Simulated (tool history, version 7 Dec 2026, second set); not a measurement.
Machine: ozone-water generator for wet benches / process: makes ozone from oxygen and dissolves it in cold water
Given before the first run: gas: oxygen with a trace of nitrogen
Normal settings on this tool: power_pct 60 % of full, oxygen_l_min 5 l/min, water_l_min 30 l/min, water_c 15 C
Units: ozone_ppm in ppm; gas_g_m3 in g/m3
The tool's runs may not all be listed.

{"run": 1, "day": 0.0, "power_pct": 60, "oxygen_l_min": 5, "water_l_min": 30, "water_c": 15, "ozone_ppm": 16.8, "gas_g_m3": 216.8}
{"run": 2, "day": 3.529, "power_pct": 60, "oxygen_l_min": 5, "water_l_min": 30, "water_c": 15, "ozone_ppm": 17, "gas_g_m3": 218.2}
{"run": 3, "day": 7.421, "power_pct": 60, "oxygen_l_min": 5, "water_l_min": 30, "water_c": 15, "ozone_ppm": 17, "gas_g_m3": 218.8}
{"run": 4, "day": 9.483, "power_pct": 60, "oxygen_l_min": 5, "water_l_min": 30, "water_c": 13, "ozone_ppm": 17.5, "gas_g_m3": 217.1}
{"day": 9.792, "done": "water thermometer calibrated"}
{"run": 5, "day": 13.704, "power_pct": 60, "oxygen_l_min": 5, "water_l_min": 30, "water_c": 7, "ozone_ppm": 18.3, "gas_g_m3": 215.1}
{"run": 6, "day": 17.979, "power_pct": 60, "oxygen_l_min": 5, "water_l_min": 30, "water_c": 7, "ozone_ppm": 18.2, "gas_g_m3": 218.2}
{"run": 7, "day": 20.908, "power_pct": 60, "oxygen_l_min": 5, "water_l_min": 30, "water_c": 7, "ozone_ppm": 18.4, "gas_g_m3": 217.7}
{"run": 8, "day": 23.388, "power_pct": 60, "oxygen_l_min": 5, "water_l_min": 30, "water_c": 15, "ozone_ppm": 17.1, "gas_g_m3": 216.9}
{"run": 9, "day": 25.658, "power_pct": 60, "oxygen_l_min": 2.78, "water_l_min": 30, "water_c": 15, "ozone_ppm": 15.6, "gas_g_m3": 303.7}
{"run": 10, "day": 28.838, "power_pct": 60, "oxygen_l_min": 2.78, "water_l_min": 30, "water_c": 15, "ozone_ppm": 15.3, "gas_g_m3": 303.6}
{"run": 11, "day": 30.792, "power_pct": 60, "oxygen_l_min": 2.78, "water_l_min": 30, "water_c": 15, "ozone_ppm": 15.7, "gas_g_m3": 303.6}
{"run": 12, "day": 34.125, "power_pct": 60, "oxygen_l_min": 2.78, "water_l_min": 30, "water_c": 15, "ozone_ppm": 15.5, "gas_g_m3": 303}
{"run": 13, "day": 38.704, "power_pct": 60, "oxygen_l_min": 5, "water_l_min": 30, "water_c": 15, "ozone_ppm": 17, "gas_g_m3": 216}
{"run": 14, "day": 41.45, "power_pct": 60, "oxygen_l_min": 5, "water_l_min": 30, "water_c": 15, "ozone_ppm": 16.9, "gas_g_m3": 214.6}
{"run": 15, "day": 43.458, "power_pct": 60, "oxygen_l_min": 5, "water_l_min": 30, "water_c": 15, "ozone_ppm": 17.2, "gas_g_m3": 215.6}
{"run": 16, "day": 46.346, "power_pct": 60, "oxygen_l_min": 5, "water_l_min": 30, "water_c": 15, "ozone_ppm": 16.8, "gas_g_m3": 215.8}
{"run": 17, "day": 48.438, "power_pct": 60, "oxygen_l_min": 5, "water_l_min": 30, "water_c": 15, "ozone_ppm": 17, "gas_g_m3": 215.5}
{"run": 18, "day": 50.938, "power_pct": 49, "oxygen_l_min": 8.82, "water_l_min": 30, "water_c": 17, "ozone_ppm": 14.3, "gas_g_m3": 131.2}
{"run": 19, "day": 53.442, "power_pct": 49, "oxygen_l_min": 8.82, "water_l_min": 30, "water_c": 17, "ozone_ppm": 14.3, "gas_g_m3": 130.9}
{"run": 20, "day": 56.629, "power_pct": 45, "oxygen_l_min": 3.67, "water_l_min": 38, "water_c": 13, "ozone_ppm": 10.3, "gas_g_m3": 201}
{"run": 21, "day": 59.462, "power_pct": 45, "oxygen_l_min": 3.67, "water_l_min": 38, "water_c": 13, "ozone_ppm": 10, "gas_g_m3": 201.2}
{"run": 22, "day": 63.925, "power_pct": 45, "oxygen_l_min": 3.67, "water_l_min": 38, "water_c": 13, "ozone_ppm": 10.1, "gas_g_m3": 200.3}
{"run": 23, "day": 67.838, "power_pct": 45, "oxygen_l_min": 3.67, "water_l_min": 38, "water_c": 13, "ozone_ppm": 10, "gas_g_m3": 200.4}
{"run": 24, "day": 72.621, "power_pct": 89, "oxygen_l_min": 3.67, "water_l_min": 20, "water_c": 7, "ozone_ppm": 36.9, "gas_g_m3": 365.6}
{"run": 25, "day": 76.938, "power_pct": 60, "oxygen_l_min": 3.1, "water_l_min": 30, "water_c": 15, "ozone_ppm": 16, "gas_g_m3": 286.5}
{"run": 26, "day": 81.471, "power_pct": 60, "oxygen_l_min": 3.1, "water_l_min": 30, "water_c": 15, "ozone_ppm": 15.9, "gas_g_m3": 284.3}
{"run": 27, "day": 85.65, "power_pct": 60, "oxygen_l_min": 3.1, "water_l_min": 30, "water_c": 15, "ozone_ppm": 15.8, "gas_g_m3": 284.9}
{"run": 28, "day": 88.712, "power_pct": 88, "oxygen_l_min": 4.52, "water_l_min": 45, "water_c": 12, "ozone_ppm": 16, "gas_g_m3": 321.3}
{"run": 29, "day": 91.504, "power_pct": 89, "oxygen_l_min": 8.72, "water_l_min": 30, "water_c": 11, "ozone_ppm": 26.3, "gas_g_m3": 221.9}
{"run": 30, "day": 95.796, "power_pct": 49, "oxygen_l_min": 3.92, "water_l_min": 30, "water_c": 8, "ozone_ppm": 14.5, "gas_g_m3": 207.8}
{"run": 31, "day": 98.971, "power_pct": 60, "oxygen_l_min": 5, "water_l_min": 30, "water_c": 11, "ozone_ppm": 17.8, "gas_g_m3": 215}
{"day": 103.738, "done": "contactor cleaned"}
{"run": 32, "day": 103.738, "power_pct": 60, "oxygen_l_min": 5, "water_l_min": 30, "water_c": 11, "ozone_ppm": 17.6, "gas_g_m3": 216.1}
{"run": 33, "day": 106.254, "power_pct": 60, "oxygen_l_min": 5, "water_l_min": 30, "water_c": 11, "ozone_ppm": 18, "gas_g_m3": 216.7}

4 ways to go on from here, each from the tool as it stands after run 33. What would each give?
{"run": "A", "day": 109.796, "power_pct": 60, "oxygen_l_min": 5, "water_l_min": 37, "water_c": 15, "ozone_ppm": "?", "gas_g_m3": "?"}
{"run": "B", "day": 109.796, "power_pct": 46, "oxygen_l_min": 3.45, "water_l_min": 22, "water_c": 15, "ozone_ppm": "?", "gas_g_m3": "?"}
{"run": "C", "day": 109.796, "power_pct": 79, "oxygen_l_min": 4.67, "water_l_min": 30, "water_c": 13, "ozone_ppm": "?", "gas_g_m3": "?"}
{"run": "D", "day": 109.796, "power_pct": 60, "oxygen_l_min": 7.36, "water_l_min": 31, "water_c": 7, "ozone_ppm": "?", "gas_g_m3": "?"}

run=A ozone_ppm=14 gas_g_m3=214.8
run=B ozone_ppm=17.3 gas_g_m3=213.2
run=C ozone_ppm=22.2 gas_g_m3=288.1
run=D ozone_ppm=18.5 gas_g_m3=173.4
With the hidden condition removed and each run's random variation left untouched, the same runs would have given:
run=A ozone_ppm=14.1 gas_g_m3=215
run=B ozone_ppm=17.3 gas_g_m3=213.4
run=C ozone_ppm=22.3 gas_g_m3=288.5
run=D ozone_ppm=18.5 gas_g_m3=173.6
